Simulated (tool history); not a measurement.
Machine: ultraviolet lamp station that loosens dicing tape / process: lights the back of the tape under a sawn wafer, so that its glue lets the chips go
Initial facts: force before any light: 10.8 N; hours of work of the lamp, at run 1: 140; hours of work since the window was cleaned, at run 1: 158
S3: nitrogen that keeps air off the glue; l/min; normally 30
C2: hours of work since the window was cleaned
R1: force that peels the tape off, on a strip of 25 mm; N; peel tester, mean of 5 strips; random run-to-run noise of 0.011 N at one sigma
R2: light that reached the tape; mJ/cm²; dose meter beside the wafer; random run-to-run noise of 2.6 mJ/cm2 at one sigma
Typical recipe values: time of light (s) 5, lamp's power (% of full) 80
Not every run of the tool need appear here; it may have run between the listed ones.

run 1 hour=0 | time_of_light_(s)=5 lamp's_power_(%_of_full)=80 S3=30 | hours_of_work_of_the_lamp=140 C2=158 | R1=0.589 R2=320
run 2 hour=9.9 | time_of_light_(s)=5 lamp's_power_(%_of_full)=80 S3=30 | hours_of_work_of_the_lamp=146 C2=164 | R1=0.571 R2=316
run 3 hour=19.4 | time_of_light_(s)=5 lamp's_power_(%_of_full)=80 S3=30 | hours_of_work_of_the_lamp=153 C2=170 | R1=0.596 R2=314
run 4 hour=28.4 | time_of_light_(s)=5 lamp's_power_(%_of_full)=81 S3=30 | hours_of_work_of_the_lamp=158 C2=176 | R1=0.555 R2=316
run 5 hour=36.2 | time_of_light_(s)=5 lamp's_power_(%_of_full)=81 S3=30 | hours_of_work_of_the_lamp=163 C2=181 | R1=0.597 R2=317
run 6 hour=43.2 | time_of_light_(s)=5 lamp's_power_(%_of_full)=81 S3=30 | hours_of_work_of_the_lamp=168 C2=185 | R1=0.589 R2=319
run 7 hour=52.2 | time_of_light_(s)=5 lamp's_power_(%_of_full)=81 S3=30 | hours_of_work_of_the_lamp=174 C2=191 | R1=0.567 R2=317
run 8 hour=60 | time_of_light_(s)=5 lamp's_power_(%_of_full)=81 S3=30 | hours_of_work_of_the_lamp=179 C2=196 | R1=0.584 R2=315
run 9 hour=65.1 | time_of_light_(s)=5 lamp's_power_(%_of_full)=80 S3=10 | hours_of_work_of_the_lamp=182 C2=200 | R1=1.716 R2=315
run 10 hour=73.4 | time_of_light_(s)=5 lamp's_power_(%_of_full)=80 S3=10 | hours_of_work_of_the_lamp=187 C2=205 | R1=1.792 R2=311
run 11 hour=80.9 | time_of_light_(s)=6 lamp's_power_(%_of_full)=65 S3=10 | hours_of_work_of_the_lamp=192 C2=210 | R1=1.856 R2=304
run 12 hour=87.8 | time_of_light_(s)=10 lamp's_power_(%_of_full)=69 S3=44 | hours_of_work_of_the_lamp=196 C2=214 | R1=0.112 R2=536
run 13 hour=94.5 | time_of_light_(s)=10 lamp's_power_(%_of_full)=69 S3=44 | hours_of_work_of_the_lamp=201 C2=218 | R1=0.125 R2=534
run 14 hour=99.7 | time_of_light_(s)=10 lamp's_power_(%_of_full)=69 S3=44 | hours_of_work_of_the_lamp=204 C2=222 | R1=0.121 R2=533
run 15 hour=105.7 | time_of_light_(s)=10 lamp's_power_(%_of_full)=69 S3=44 | hours_of_work_of_the_lamp=208 C2=226 | R1=0.123 R2=533
run 16 hour=116 | time_of_light_(s)=10 lamp's_power_(%_of_full)=67 S3=38 | hours_of_work_of_the_lamp=215 C2=232 | R1=0.136 R2=516
run 17 hour=124.6 | time_of_light_(s)=10 lamp's_power_(%_of_full)=67 S3=38 | hours_of_work_of_the_lamp=220 C2=238 | R1=0.14 R2=518
run 18 hour=133 | time_of_light_(s)=3 lamp's_power_(%_of_full)=100 S3=12 | hours_of_work_of_the_lamp=226 C2=243 | R1=2.388 R2=232
run 19 hour=137.4 | time_of_light_(s)=4 lamp's_power_(%_of_full)=70 S3=11 | hours_of_work_of_the_lamp=228 C2=246 | R1=2.835 R2=216
run 20 hour=143.6 | time_of_light_(s)=6 lamp's_power_(%_of_full)=65 S3=42 | hours_of_work_of_the_lamp=232 C2=250 | R1=0.476 R2=299

Predict each of these 3 candidate next runs independently; none follows another, all start after run 20:
run A hour=148.5 | time_of_light_(s)=3 lamp's_power_(%_of_full)=69 S3=44 | hours_of_work_of_the_lamp=236 C2=253 | R1=? R2=?
run B hour=148.5 | time_of_light_(s)=3 lamp's_power_(%_of_full)=62 S3=44 | hours_of_work_of_the_lamp=236 C2=253 | R1=? R2=?
run C hour=148.5 | time_of_light_(s)=2 lamp's_power_(%_of_full)=81 S3=17 | hours_of_work_of_the_lamp=236 C2=253 | R1=? R2=?

run=A R1=1.825 R2=158
run=B R1=2.21 R2=142
run=C R1=4.28 R2=121
With the hidden condition removed and each run's random variation left untouched, the same runs would have given:
run=A R1=1.569 R2=173
run=B R1=1.927 R2=155
run=C R1=3.941 R2=132

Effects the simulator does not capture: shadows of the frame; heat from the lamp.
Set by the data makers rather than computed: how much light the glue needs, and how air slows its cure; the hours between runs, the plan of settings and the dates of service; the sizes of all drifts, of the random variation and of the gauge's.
